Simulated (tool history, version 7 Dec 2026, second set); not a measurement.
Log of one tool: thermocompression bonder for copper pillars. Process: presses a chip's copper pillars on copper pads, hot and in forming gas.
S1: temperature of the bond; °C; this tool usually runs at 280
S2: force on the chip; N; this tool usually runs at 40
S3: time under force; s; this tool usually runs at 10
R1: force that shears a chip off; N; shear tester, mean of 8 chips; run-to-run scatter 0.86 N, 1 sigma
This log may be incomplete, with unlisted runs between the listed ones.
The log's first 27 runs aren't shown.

{"run": 28, "hour": 1481.4, "S1": 283, "S2": 25, "S3": 17, "R1": 62.8}
{"run": 29, "hour": 1536.2, "S1": 289, "S2": 25, "S3": 24, "R1": 73.5}
{"run": 30, "hour": 1600.2, "S1": 289, "S2": 25, "S3": 24, "R1": 75}
{"run": 31, "hour": 1668.8, "S1": 298, "S2": 40, "S3": 10, "R1": 86}
{"run": 32, "hour": 1738.8, "S1": 298, "S2": 40, "S3": 10, "R1": 83.6}
{"run": 33, "hour": 1795.4, "S1": 298, "S2": 40, "S3": 10, "R1": 84.3}
{"run": 34, "hour": 1833.9, "S1": 278, "S2": 40, "S3": 15, "R1": 77.3}
{"hour": 1841.5, "done": "forming gas filter changed"}
{"run": 35, "hour": 1872.6, "S1": 257, "S2": 31, "S3": 6, "R1": 32.9}
{"run": 36, "hour": 1949.0, "S1": 257, "S2": 31, "S3": 6, "R1": 33.1}
{"run": 37, "hour": 2032.9, "S1": 257, "S2": 31, "S3": 6, "R1": 33.5}
{"run": 38, "hour": 2099.2, "S1": 253, "S2": 52, "S3": 21, "R1": 73.4}
{"run": 39, "hour": 2153.6, "S1": 253, "S2": 52, "S3": 21, "R1": 75.4}
{"run": 40, "hour": 2214.9, "S1": 253, "S2": 52, "S3": 21, "R1": 74.9}

3 ways to go on from here, each from the tool as it stands after run 40. What would each give?
{"run": "A", "hour": 2297.3, "S1": 280, "S2": 40, "S3": 10, "R1": "?"}
{"run": "B", "hour": 2297.3, "S1": 253, "S2": 52, "S3": 6, "R1": "?"}
{"run": "C", "hour": 2297.3, "S1": 305, "S2": 25, "S3": 7, "R1": "?"}

run=A R1=68.3
run=B R1=47.4
run=C R1=59.3
What these runs would have given with no unlogged condition in the tool:
run=A R1=68.7
run=B R1=47.8
run=C R1=59.7
